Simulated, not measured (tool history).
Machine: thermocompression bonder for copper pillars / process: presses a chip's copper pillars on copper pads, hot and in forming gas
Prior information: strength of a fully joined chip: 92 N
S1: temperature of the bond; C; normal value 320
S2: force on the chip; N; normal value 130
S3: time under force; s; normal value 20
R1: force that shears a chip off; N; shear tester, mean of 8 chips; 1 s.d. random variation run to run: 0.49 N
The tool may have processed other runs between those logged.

run  hour   S1   S2  S3    R1
  1     0  320  130  20  49.6
  2     9  320  130  20  48.1
  3  18.2  320  130  20  49.1
  4  24.1  320  130  20  47.8
  5  31.4  320  130  20  48.4
  6  40.2  320   86  46  51.1
  7  49.5  312  153  20  49.4

Predict the results of run 8:
  8  55.2  312  153  20   ?

{"run 8": {"R1": 49.2}}
With the hidden condition absent and the run-to-run variation left alone, this run would have shown R1 52.7 N.

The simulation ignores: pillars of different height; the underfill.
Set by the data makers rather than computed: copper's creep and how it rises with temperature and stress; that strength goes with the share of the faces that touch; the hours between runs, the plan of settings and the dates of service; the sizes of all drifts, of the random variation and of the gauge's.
